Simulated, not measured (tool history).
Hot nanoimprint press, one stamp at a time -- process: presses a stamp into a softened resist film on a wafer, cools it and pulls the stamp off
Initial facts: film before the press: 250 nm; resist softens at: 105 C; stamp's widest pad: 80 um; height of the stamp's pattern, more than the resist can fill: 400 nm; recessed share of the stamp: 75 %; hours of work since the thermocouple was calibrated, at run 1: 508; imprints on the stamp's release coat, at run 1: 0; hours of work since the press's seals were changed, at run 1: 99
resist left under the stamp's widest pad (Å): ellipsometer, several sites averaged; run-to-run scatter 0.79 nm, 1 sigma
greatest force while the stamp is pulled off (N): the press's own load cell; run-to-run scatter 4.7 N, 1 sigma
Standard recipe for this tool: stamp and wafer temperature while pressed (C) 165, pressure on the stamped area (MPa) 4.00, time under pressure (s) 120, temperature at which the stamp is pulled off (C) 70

run	day	stamp and wafer temperature while pressed (C)	pressure on the stamped area (MPa)	time under pressure (s)	temperature at which the stamp is pulled off (C)	hours of work since the thermocouple was calibrated	imprints on the stamp's release coat	hours of work since the press's seals were changed	resist left under the stamp's widest pad (Å)	greatest force while the stamp is pulled off (N)
1	0.000	165	4.00	120	70	508	0	99	1127	239
2	0.850	165	4.00	120	70	519	74	110	1122	238
# day 2.788: plate thermocouple calibrated
3	2.988	165	4.00	120	70	3	251	135	1016	236
4	3.867	165	4.00	120	70	14	328	147	1021	244
5	4.867	165	4.00	120	70	26	415	159	1027	249
6	6.171	165	4.00	120	70	43	530	176	1018	247
7	8.212	154	4.00	120	70	69	708	202	1815	255
8	9.108	154	4.00	120	70	80	787	213	1803	263
9	10.958	154	4.00	120	70	104	949	237	1800	276
10	11.817	154	4.00	120	70	115	1024	248	1827	274
11	13.371	154	4.00	120	70	135	1160	267	1817	279
12	15.383	154	4.00	120	70	160	1336	293	1838	290
13	17.171	175	4.00	120	70	183	1493	316	640	294
14	18.417	175	4.00	120	70	199	1602	332	616	295
15	19.812	175	4.00	120	70	217	1724	349	630	303
# day 20.292: stamp cleaned and given a new release coat
16	21.938	175	4.00	120	70	240	144	373	626	245
17	23.442	162	3.67	120	70	260	275	392	1314	239
18	25.346	162	3.67	101	69	284	442	417	1399	248
19	26.279	162	3.67	101	69	296	524	429	1397	258
20	27.571	162	4.98	71	69	312	637	445	1317	265
21	29.054	172	3.16	120	61	331	767	464	873	303
22	30.492	172	3.16	120	61	349	893	482	870	306
23	32.171	172	3.16	120	61	371	1040	503	871	330
24	33.538	172	3.16	120	61	388	1160	521	875	334
25	34.696	165	5.95	120	70	403	1261	536	873	283
26	35.546	165	5.76	168	70	414	1336	546	790	294
27	37.479	165	5.76	168	70	438	1505	571	813	297
28	38.675	172	5.76	80	78	453	1610	586	713	252
29	39.808	155	5.60	94	78	468	1709	601	1701	257
# day 40.488: stamp cleaned and given a new release coat
30	41.254	174	3.04	225	75	483	68	616	656	220

Forecast each of these 4 alternatives for the next run:
A	43.075	165	4.75	120	70	506	227	639	?	?
B	43.075	174	2.75	225	61	506	227	639	?	?
C	43.075	174	2.53	97	67	506	227	639	?	?
D	43.075	159	3.04	225	75	506	227	639	?	?

run	resist left under the stamp's widest pad (Å)	greatest force while the stamp is pulled off (N)
A	1017	247
B	703	274
C	998	256
D	1484	232
Without the tool's unlogged condition, the same runs would have read:
run	resist left under the stamp's widest pad (Å)	greatest force while the stamp is pulled off (N)
A	910	229
B	637	256
C	910	238
D	1341	215
